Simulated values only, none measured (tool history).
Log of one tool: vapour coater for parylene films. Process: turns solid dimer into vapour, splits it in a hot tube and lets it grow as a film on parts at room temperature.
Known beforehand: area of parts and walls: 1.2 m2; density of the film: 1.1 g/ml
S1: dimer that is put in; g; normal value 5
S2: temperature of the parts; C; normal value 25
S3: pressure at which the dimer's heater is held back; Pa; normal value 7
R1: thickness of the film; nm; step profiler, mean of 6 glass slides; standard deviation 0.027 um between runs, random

{"run": 1, "hour": 0.0, "S1": 5, "S2": 25, "S3": 7, "R1": 2220}
{"run": 2, "hour": 27.6, "S1": 5, "S2": 26, "S3": 7, "R1": 2140}
{"run": 3, "hour": 59.7, "S1": 5, "S2": 26, "S3": 7, "R1": 2120}
{"run": 4, "hour": 91.0, "S1": 5, "S2": 26, "S3": 7, "R1": 2110}
{"run": 5, "hour": 124.4, "S1": 5, "S2": 26, "S3": 7, "R1": 2150}
{"run": 6, "hour": 147.3, "S1": 5, "S2": 26, "S3": 7, "R1": 2120}
{"run": 7, "hour": 181.6, "S1": 5, "S2": 25, "S3": 7, "R1": 2150}
{"run": 8, "hour": 214.4, "S1": 5, "S2": 25, "S3": 7, "R1": 2140}
{"run": 9, "hour": 236.4, "S1": 5, "S2": 25, "S3": 7, "R1": 2140}
{"run": 10, "hour": 260.0, "S1": 5, "S2": 25, "S3": 7, "R1": 2180}
{"run": 11, "hour": 276.0, "S1": 5, "S2": 25, "S3": 7, "R1": 2170}
{"run": 12, "hour": 295.0, "S1": 5, "S2": 25, "S3": 7, "R1": 2160}
{"run": 13, "hour": 326.5, "S1": 5, "S2": 25, "S3": 7, "R1": 2160}
{"run": 14, "hour": 342.7, "S1": 2, "S2": 25, "S3": 7, "R1": 840}
{"run": 15, "hour": 369.2, "S1": 5, "S2": 25, "S3": 7, "R1": 2150}
{"run": 16, "hour": 384.4, "S1": 5, "S2": 25, "S3": 7, "R1": 2150}
{"run": 17, "hour": 415.6, "S1": 5, "S2": 25, "S3": 7, "R1": 2110}
{"run": 18, "hour": 445.8, "S1": 2, "S2": 25, "S3": 7, "R1": 850}
{"run": 19, "hour": 470.1, "S1": 2, "S2": 25, "S3": 7, "R1": 850}
{"run": 20, "hour": 486.1, "S1": 3, "S2": 25, "S3": 7, "R1": 1240}
{"run": 21, "hour": 503.2, "S1": 4, "S2": 26, "S3": 6.88, "R1": 1600}
{"run": 22, "hour": 517.9, "S1": 4, "S2": 26, "S3": 6.88, "R1": 1650}
{"run": 23, "hour": 536.7, "S1": 4, "S2": 26, "S3": 6.88, "R1": 1680}
{"hour": 539.2, "done": "table's thermometer calibrated"}
{"run": 24, "hour": 559.8, "S1": 3, "S2": 25, "S3": 11.1, "R1": 1110}
{"run": 25, "hour": 580.2, "S1": 3, "S2": 25, "S3": 3.53, "R1": 1460}
{"run": 26, "hour": 606.6, "S1": 4, "S2": 19, "S3": 2.16, "R1": 2640}
{"hour": 616.1, "done": "trap's valve overhauled"}
{"run": 27, "hour": 643.4, "S1": 4, "S2": 19, "S3": 2.16, "R1": 2890}
{"run": 28, "hour": 658.0, "S1": 4, "S2": 18, "S3": 7, "R1": 2280}
{"run": 29, "hour": 683.3, "S1": 2, "S2": 23, "S3": 4.31, "R1": 1060}
{"run": 30, "hour": 706.1, "S1": 7, "S2": 28, "S3": 4.31, "R1": 3110}
{"hour": 716.6, "done": "table's thermometer calibrated, once more"}
{"run": 31, "hour": 725.4, "S1": 7, "S2": 28, "S3": 4.31, "R1": 3190}
{"run": 32, "hour": 743.7, "S1": 4, "S2": 31, "S3": 3.98, "R1": 1660}
{"run": 33, "hour": 773.1, "S1": 5, "S2": 23, "S3": 8.84, "R1": 2190}

Each row is a separate what-if for the run after 33, all from the same tool condition, not one after another. Results?
{"run": "A", "hour": 794.1, "S1": 8, "S2": 32, "S3": 7, "R1": "?"}
{"run": "B", "hour": 794.1, "S1": 5, "S2": 23, "S3": 6.59, "R1": "?"}
{"run": "C", "hour": 794.1, "S1": 5, "S2": 17, "S3": 8.84, "R1": "?"}

run=A R1=2850
run=B R1=2400
run=C R1=2720
Stripped of hidden state, with their random variation kept, the same runs would have yielded:
run=A R1=2920
run=B R1=2460
run=C R1=2790
